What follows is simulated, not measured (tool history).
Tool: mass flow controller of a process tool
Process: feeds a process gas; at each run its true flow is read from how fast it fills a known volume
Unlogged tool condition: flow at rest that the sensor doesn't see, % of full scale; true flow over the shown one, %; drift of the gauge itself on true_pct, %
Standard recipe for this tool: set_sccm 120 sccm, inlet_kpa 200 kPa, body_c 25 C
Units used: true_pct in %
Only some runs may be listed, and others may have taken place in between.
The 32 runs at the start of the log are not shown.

run	hour	set_sccm	inlet_kpa	body_c	hours of work since the controller was set to zero	hours of work since the controller was changed	true_pct
33	11235.1	51	169	22	2704	8464	99.36
34	11687.8	129	200	31	3041	8802	98.68
35	12058.8	129	200	31	3317	9078	98.58
36	12375.9	129	200	31	3553	9314	98.50
37	12759.5	120	200	36	3839	9600	98.25
38	13164.3	120	200	36	4140	9901	98.39
39	13526.3	24	165	39	4410	10171	99.83
40	13931.4	24	165	39	4712	10472	99.95
41	14212.3	24	165	39	4921	10682	99.97
42	14532.9	31	200	25	5159	10920	100.63
43	14757.0	31	200	25	5326	11087	100.59
# hour 15094.4: controller's zero set anew
44	15196.6	59	200	26	76	11414	98.18
45	15534.7	109	259	21	328	11666	98.83
46	15925.3	109	259	21	619	11957	98.76
47	16296.5	54	245	33	895	12233	98.14

Predict each of these 4 candidate next runs independently; none follows another, all start after run 47:
A	16523.9	120	207	25	1065	12403	?
B	16523.9	25	239	30	1065	12403	?
C	16523.9	54	183	33	1065	12403	?
D	16523.9	72	171	24	1065	12403	?

run	true_pct
A	98.42
B	98.50
C	97.92
D	98.52
With the hidden condition removed and each run's random variation left untouched, the same runs would have given:
run	true_pct
A	99.86
B	99.32
C	99.16
D	99.86
